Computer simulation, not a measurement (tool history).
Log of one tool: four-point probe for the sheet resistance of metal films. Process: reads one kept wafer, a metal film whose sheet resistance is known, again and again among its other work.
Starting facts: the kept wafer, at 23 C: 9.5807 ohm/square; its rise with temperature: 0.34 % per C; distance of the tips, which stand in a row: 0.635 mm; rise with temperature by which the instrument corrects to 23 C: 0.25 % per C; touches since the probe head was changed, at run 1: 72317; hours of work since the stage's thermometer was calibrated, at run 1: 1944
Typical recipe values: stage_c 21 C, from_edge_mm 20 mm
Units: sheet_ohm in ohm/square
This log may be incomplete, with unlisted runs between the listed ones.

run    hour  stage_c  from_edge_mm  touches since the probe head was changed  hours of work since the stage's thermometer was calibrated  sheet_ohm
  1     0.0       21            20                                     72317                                                        1944   9.468420
  2   110.0       33            20                                     74199                                                        1992   9.567230
  3   237.9       21            20                                     76388                                                        2049   9.463211
  4   350.0       21            20                                     78306                                                        2098   9.461510
  5   483.2       21            20                                     80586                                                        2157   9.460102
  6   579.2       21            20                                     82228                                                        2199   9.457987
  7   708.8       21            20                                     84445                                                        2256   9.453100
  8   819.8       21            20                                     86344                                                        2305   9.455290
  9   944.4       21            20                                     88477                                                        2360   9.449685
 10  1027.5       21            20                                     89899                                                        2396   9.450004
 11  1130.6       21            12                                     91663                                                        2442   9.458743
 12  1191.5       21            12                                     92704                                                        2469   9.457947
 13  1290.6       21            12                                     94400                                                        2512   9.454385
 14  1365.0       20            20                                     95672                                                        2545   9.435705
 15  1441.4       29             5                                     96981                                                        2579   9.586434
 16  1514.4       20            42                                     98229                                                        2611   9.431244
 17  1593.0       25            20                                     99574                                                        2645   9.473930
 18  1668.9       25            20                                    100872                                                        2679   9.471730
     1693.8  -- stage's thermometer calibrated
 19  1793.2       23            36                                    102991                                                          44   9.481396
 20  1869.7       23            36                                    104301                                                          77   9.482412
 21  1962.4       28            18                                    105885                                                         118   9.523006
 22  2070.3       28            18                                    107733                                                         166   9.524942
 23  2157.9       28             5                                    109231                                                         204   9.600173
 24  2261.2       21            21                                    110999                                                         250   9.461201
 25  2383.8       20             4                                    113096                                                         304   9.572259
 26  2464.3       20             4                                    114474                                                         339   9.570536
 27  2570.5       26             3                                    116291                                                         386   9.716235

Same runs, no hidden state in the tool, same run-to-run variation:
Hidden state at play: inner tips' distance over the nominal, %; tips' flats over new ones', %; wafer's true temperature over the reading, C; drift of the gauge itself on sheet_ohm, %.
run  sheet_ohm
  1   9.570893
  2   9.671714
  3   9.569494
  4   9.569583
  5   9.570393
  6   9.569819
  7   9.567078
  8   9.571044
  9   9.567468
 10   9.569294
 11   9.579956
 12   9.580112
 13   9.578125
 14   9.560503
 15   9.713565
 16   9.558405
 17   9.602470
 18   9.601456
 19   9.581946
 20   9.584203
 21   9.626762
 22   9.630542
 23   9.708149
 24   9.569424
 25   9.683694
 26   9.683344
 27   9.832410

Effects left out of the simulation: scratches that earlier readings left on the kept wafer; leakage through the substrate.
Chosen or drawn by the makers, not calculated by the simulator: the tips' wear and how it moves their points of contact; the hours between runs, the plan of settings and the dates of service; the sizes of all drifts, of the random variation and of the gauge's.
